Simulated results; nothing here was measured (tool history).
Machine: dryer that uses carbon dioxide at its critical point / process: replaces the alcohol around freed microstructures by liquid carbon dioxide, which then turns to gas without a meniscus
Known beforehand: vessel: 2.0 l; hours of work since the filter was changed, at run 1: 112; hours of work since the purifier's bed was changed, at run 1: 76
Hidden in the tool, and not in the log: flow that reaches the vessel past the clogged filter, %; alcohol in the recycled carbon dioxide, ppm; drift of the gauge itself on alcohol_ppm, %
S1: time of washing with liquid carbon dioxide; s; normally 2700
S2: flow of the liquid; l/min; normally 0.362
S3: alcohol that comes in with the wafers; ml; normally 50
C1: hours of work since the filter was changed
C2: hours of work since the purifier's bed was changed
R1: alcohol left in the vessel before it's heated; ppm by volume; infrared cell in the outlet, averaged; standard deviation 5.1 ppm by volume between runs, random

run	hour	S1	S2	S3	C1	C2	R1
1	0	2700	0.362	50	112	76	117
2	32.8	2700	0.237	50	125	88	711
3	55.1	2700	0.237	50	133	97	731
4	86.8	2700	0.237	50	145	109	738
5	122.2	3900	0.362	50	158	122	35
6	141.1	2160	0.471	96	166	130	207
7	168.3	1980	0.61	28	176	140	52
8	202.1	2460	0.61	29	189	153	27
9	219	2100	0.282	75	195	159	1623
10	244.1	1620	0.255	71	205	169	4015

3 ways to go on from here, each from the tool as it stands after run 10. What would each give?
A	278.8	1680	0.362	37	218	182	?
B	278.8	3420	0.255	71	218	182	?
C	278.8	2340	0.386	23	218	182	?

run	R1
A	775
B	413
C	129
With no hidden state in the tool, these same runs would have given:
run	R1
A	410
B	174
C	48

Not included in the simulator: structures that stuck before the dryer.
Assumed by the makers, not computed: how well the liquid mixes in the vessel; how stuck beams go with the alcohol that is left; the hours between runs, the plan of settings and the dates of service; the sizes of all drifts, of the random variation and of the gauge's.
